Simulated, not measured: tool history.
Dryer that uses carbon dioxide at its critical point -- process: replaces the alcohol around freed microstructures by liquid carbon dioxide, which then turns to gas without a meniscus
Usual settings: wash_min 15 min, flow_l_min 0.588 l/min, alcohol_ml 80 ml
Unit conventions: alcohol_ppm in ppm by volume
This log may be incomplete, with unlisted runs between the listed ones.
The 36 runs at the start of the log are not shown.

run	hour	wash_min	flow_l_min	alcohol_ml	alcohol_ppm
37	1110.2	17	0.504	46	173
38	1144.2	15	0.588	112	245
39	1166.2	15	0.588	112	263
40	1186.9	15	0.588	112	259
41	1224.4	22	0.573	34	136
42	1245.9	22	0.443	20	143
# hour 1270.7: inlet filter changed
43	1281	21	0.739	20	143
44	1325.6	21	0.739	20	152
45	1359.8	23	0.588	27	135
46	1381.8	13	0.355	43	917

Forecast each of these 4 alternatives for the next run:
A	1419	23	0.373	38	?
B	1419	16	0.355	25	?
C	1419	13	0.355	25	?
D	1419	10	0.865	90	?

run	alcohol_ppm
A	169
B	342
C	593
D	195
What these runs would have given with no unlogged condition in the tool:
run	alcohol_ppm
A	21
B	160
C	384
D	37
